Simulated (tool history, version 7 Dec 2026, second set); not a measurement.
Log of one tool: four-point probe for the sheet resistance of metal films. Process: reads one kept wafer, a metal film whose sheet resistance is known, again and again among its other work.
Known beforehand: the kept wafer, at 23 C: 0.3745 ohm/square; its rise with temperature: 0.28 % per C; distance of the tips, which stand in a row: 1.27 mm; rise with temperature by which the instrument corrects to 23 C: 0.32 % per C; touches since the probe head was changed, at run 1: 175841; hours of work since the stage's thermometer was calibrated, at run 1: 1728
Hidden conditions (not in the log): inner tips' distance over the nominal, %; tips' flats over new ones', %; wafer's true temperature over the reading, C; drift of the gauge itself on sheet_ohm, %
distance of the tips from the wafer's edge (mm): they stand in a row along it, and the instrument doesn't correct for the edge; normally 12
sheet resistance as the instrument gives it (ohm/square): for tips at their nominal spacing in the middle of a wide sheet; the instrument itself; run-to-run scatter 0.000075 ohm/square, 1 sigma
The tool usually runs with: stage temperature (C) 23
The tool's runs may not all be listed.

run    hour  stage temperature (C)  distance of the tips from the wafer's edge (mm)  touches since the probe head was changed  hours of work since the stage's thermometer was calibrated  sheet resistance as the instrument gives it (ohm/square)
  1     0.0                     23                                               12                                    175841                                                        1728                                                  0.376676
  2    57.0                     23                                                6                                    178670                                                        1761                                                  0.383352
  3   130.9                     23                                               62                                    182343                                                        1804                                                  0.374571
  4   217.6                     23                                                3                                    186648                                                        1855                                                  0.407040
      244.7  -- new probe head fitted
  5   280.7                     23                                                3                                      1789                                                        1891                                                  0.407218
  6   355.0                     23                                                3                                      5480                                                        1934                                                  0.407168
  7   450.3                     23                                                3                                     10212                                                        1990                                                  0.407218
  8   544.9                     23                                               50                                     14911                                                        2045                                                  0.374773
  9   616.7                     22                                               50                                     18477                                                        2086                                                  0.374617
 10   674.7                     22                                               50                                     21360                                                        2120                                                  0.374750
 11   735.5                     22                                                5                                     24380                                                        2156                                                  0.387230
 12   795.8                     23                                               12                                     27372                                                        2191                                                  0.376785
 13   893.9                     23                                               12                                     32247                                                        2248                                                  0.376700
 14   950.0                     23                                               12                                     35034                                                        2280                                                  0.376711
 15  1017.6                     23                                               12                                     38389                                                        2320                                                  0.376761
 16  1062.5                     23                                               12                                     40621                                                        2346                                                  0.376586
 17  1129.8                     23                                               12                                     43962                                                        2385                                                  0.376662
 18  1225.4                     23                                               33                                     48713                                                        2441                                                  0.374889
 19  1293.6                     23                                               33                                     52098                                                        2480                                                  0.374705
     1324.2  -- stage's thermometer calibrated
 20  1342.1                     23                                               12                                     54483                                                          10                                                  0.376780
 21  1408.4                     23                                               12                                     57774                                                          49                                                  0.376680
 22  1487.2                     23                                               12                                     61688                                                          95                                                  0.376826
 23  1545.0                     23                                               12                                     64559                                                         128                                                  0.376801
 24  1641.1                     21                                               39                                     69334                                                         184                                                  0.374966
 25  1735.8                     21                                               39                                     74036                                                         239                                                  0.374885
 26  1785.2                     22                                               31                                     76491                                                         268                                                  0.374931
 27  1842.1                     19                                               20                                     79319                                                         301                                                  0.375691
 28  1902.0                     19                                               43                                     82293                                                         336                                                  0.375170
 29  1960.5                     21                                                3                                     85196                                                         370                                                  0.407376
 30  2006.8                     24                                               71                                     87497                                                         397                                                  0.374458
 31  2067.7                     25                                               45                                     90522                                                         433                                                  0.374475
 32  2158.3                     22                                               25                                     95023                                                         485                                                  0.375104
 33  2219.8                     22                                               25                                     98076                                                         521                                                  0.375062
 34  2278.7                     22                                               25                                    101004                                                         555                                                  0.375039
 35  2367.2                     22                                               25                                    105400                                                         607                                                  0.375038
 36  2436.7                     28                                                6                                    108848                                                         647                                                  0.382683
 37  2496.0                     28                                                5                                    111797                                                         682                                                  0.386377
 38  2574.5                     28                                                5                                    115696                                                         727                                                  0.386437
 39  2654.0                     24                                                3                                    119642                                                         774                                                  0.407051
 40  2726.4                     31                                               31                                    123237                                                         816                                                  0.373829

Predict the results of run 41:
 41  2822.3                     31                                               31                                    128004                                                         872                                                         ?

Run 41 produced sheet resistance as the instrument gives it (ohm/square) 0.373912.
Take away the tool's hidden state, keep the run-to-run variation as it was, and the same run would have given sheet resistance as the instrument gives it (ohm/square) 0.373970.
